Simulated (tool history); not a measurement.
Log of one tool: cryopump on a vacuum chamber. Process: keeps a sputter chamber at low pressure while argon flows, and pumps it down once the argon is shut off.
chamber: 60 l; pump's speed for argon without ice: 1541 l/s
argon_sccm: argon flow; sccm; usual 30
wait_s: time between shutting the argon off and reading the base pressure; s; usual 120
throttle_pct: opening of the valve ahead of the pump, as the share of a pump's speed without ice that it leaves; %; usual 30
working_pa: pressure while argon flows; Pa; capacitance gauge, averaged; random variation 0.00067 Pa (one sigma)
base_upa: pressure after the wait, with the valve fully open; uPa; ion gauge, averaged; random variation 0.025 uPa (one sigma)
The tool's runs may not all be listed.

run 1 hour=0.0 | argon_sccm=30 wait_s=120 throttle_pct=30 | working_pa=0.1110 base_upa=2.79
run 2 hour=27.7 | argon_sccm=30 wait_s=120 throttle_pct=30 | working_pa=0.1116 base_upa=2.72
run 3 hour=53.6 | argon_sccm=30 wait_s=120 throttle_pct=30 | working_pa=0.1120 base_upa=2.82
run 4 hour=76.1 | argon_sccm=30 wait_s=120 throttle_pct=30 | working_pa=0.1125 base_upa=2.83
run 5 hour=96.6 | argon_sccm=30 wait_s=120 throttle_pct=30 | working_pa=0.1128 base_upa=2.80
run 6 hour=111.5 | argon_sccm=30 wait_s=120 throttle_pct=19 | working_pa=0.1764 base_upa=2.88
run 7 hour=132.6 | argon_sccm=30 wait_s=120 throttle_pct=19 | working_pa=0.1771 base_upa=2.91
-- hour=145.5 leaking fittings of the chamber tightened, without venting
run 8 hour=162.9 | argon_sccm=30 wait_s=120 throttle_pct=19 | working_pa=0.1769 base_upa=0.92
run 9 hour=178.0 | argon_sccm=22 wait_s=120 throttle_pct=19 | working_pa=0.1288 base_upa=1.02
run 10 hour=203.1 | argon_sccm=41 wait_s=120 throttle_pct=30 | working_pa=0.1560 base_upa=1.05
run 11 hour=232.4 | argon_sccm=41 wait_s=120 throttle_pct=30 | working_pa=0.1554 base_upa=1.05
run 12 hour=260.1 | argon_sccm=30 wait_s=120 throttle_pct=30 | working_pa=0.1145 base_upa=1.05
run 13 hour=291.4 | argon_sccm=30 wait_s=120 throttle_pct=30 | working_pa=0.1150 base_upa=1.09
run 14 hour=315.3 | argon_sccm=20 wait_s=120 throttle_pct=30 | working_pa=0.0757 base_upa=1.12
run 15 hour=343.2 | argon_sccm=23 wait_s=120 throttle_pct=30 | working_pa=0.0877 base_upa=1.11
run 16 hour=375.3 | argon_sccm=30 wait_s=120 throttle_pct=30 | working_pa=0.1134 base_upa=1.14
run 17 hour=406.3 | argon_sccm=30 wait_s=120 throttle_pct=30 | working_pa=0.1145 base_upa=1.14
run 18 hour=420.0 | argon_sccm=31 wait_s=43 throttle_pct=38 | working_pa=0.0931 base_upa=2.46
run 19 hour=448.9 | argon_sccm=19 wait_s=67 throttle_pct=24 | working_pa=0.0902 base_upa=1.79
run 20 hour=466.4 | argon_sccm=19 wait_s=67 throttle_pct=44 | working_pa=0.0508 base_upa=1.76
run 21 hour=484.6 | argon_sccm=15 wait_s=120 throttle_pct=58 | working_pa=0.0308 base_upa=1.24
run 22 hour=506.0 | argon_sccm=23 wait_s=173 throttle_pct=59 | working_pa=0.0472 base_upa=0.99
run 23 hour=532.2 | argon_sccm=30 wait_s=120 throttle_pct=33 | working_pa=0.1042 base_upa=1.22
run 24 hour=555.9 | argon_sccm=30 wait_s=120 throttle_pct=33 | working_pa=0.1048 base_upa=1.29
run 25 hour=585.4 | argon_sccm=24 wait_s=51 throttle_pct=30 | working_pa=0.0929 base_upa=2.34
run 26 hour=610.8 | argon_sccm=29 wait_s=281 throttle_pct=30 | working_pa=0.1117 base_upa=0.87
run 27 hour=627.6 | argon_sccm=29 wait_s=48 throttle_pct=57 | working_pa=0.0605 base_upa=2.36
run 28 hour=651.2 | argon_sccm=25 wait_s=36 throttle_pct=18 | working_pa=0.1574 base_upa=3.13
run 29 hour=679.2 | argon_sccm=27 wait_s=36 throttle_pct=38 | working_pa=0.0823 base_upa=3.07
run 30 hour=703.8 | argon_sccm=13 wait_s=296 throttle_pct=46 | working_pa=0.0345 base_upa=0.91
run 31 hour=717.0 | argon_sccm=13 wait_s=296 throttle_pct=46 | working_pa=0.0333 base_upa=0.92
run 32 hour=747.6 | argon_sccm=13 wait_s=296 throttle_pct=46 | working_pa=0.0336 base_upa=0.97
run 33 hour=770.1 | argon_sccm=15 wait_s=296 throttle_pct=46 | working_pa=0.0390 base_upa=0.96
run 34 hour=792.6 | argon_sccm=30 wait_s=120 throttle_pct=19 | working_pa=0.1809 base_upa=1.46

The same runs without the tool's hidden state, with the same run-to-run variation:
The hidden state here: pump's speed, % of a pump's without ice; cold plate's temperature, K; leak into the chamber, uPa l/s; drift of the gauge itself on working_pa, %; drift of the gauge itself on base_upa, %.
run=1 working_pa=0.1085 base_upa=0.94
run=2 working_pa=0.1090 base_upa=0.89
run=3 working_pa=0.1092 base_upa=0.94
run=4 working_pa=0.1096 base_upa=0.93
run=5 working_pa=0.1098 base_upa=0.90
run=6 working_pa=0.1733 base_upa=0.92
run=7 working_pa=0.1739 base_upa=0.93
run=8 working_pa=0.1737 base_upa=0.87
run=9 working_pa=0.1263 base_upa=0.97
run=10 working_pa=0.1512 base_upa=0.98
run=11 working_pa=0.1504 base_upa=0.96
run=12 working_pa=0.1107 base_upa=0.94
run=13 working_pa=0.1110 base_upa=0.96
run=14 working_pa=0.0730 base_upa=0.98
run=15 working_pa=0.0844 base_upa=0.95
run=16 working_pa=0.1090 base_upa=0.95
run=17 working_pa=0.1100 base_upa=0.93
run=18 working_pa=0.0883 base_upa=2.25
run=19 working_pa=0.0871 base_upa=1.55
run=20 working_pa=0.0477 base_upa=1.51
run=21 working_pa=0.0283 base_upa=0.97
run=22 working_pa=0.0433 base_upa=0.71
run=23 working_pa=0.0991 base_upa=0.92
run=24 working_pa=0.0994 base_upa=0.97
run=25 working_pa=0.0884 base_upa=1.99
run=26 working_pa=0.1061 base_upa=0.51
run=27 working_pa=0.0549 base_upa=2.01
run=28 working_pa=0.1524 base_upa=2.73
run=29 working_pa=0.0768 base_upa=2.66
run=30 working_pa=0.0318 base_upa=0.48
run=31 working_pa=0.0305 base_upa=0.47
run=32 working_pa=0.0308 base_upa=0.50
run=33 working_pa=0.0357 base_upa=0.48
run=34 working_pa=0.1741 base_upa=0.96

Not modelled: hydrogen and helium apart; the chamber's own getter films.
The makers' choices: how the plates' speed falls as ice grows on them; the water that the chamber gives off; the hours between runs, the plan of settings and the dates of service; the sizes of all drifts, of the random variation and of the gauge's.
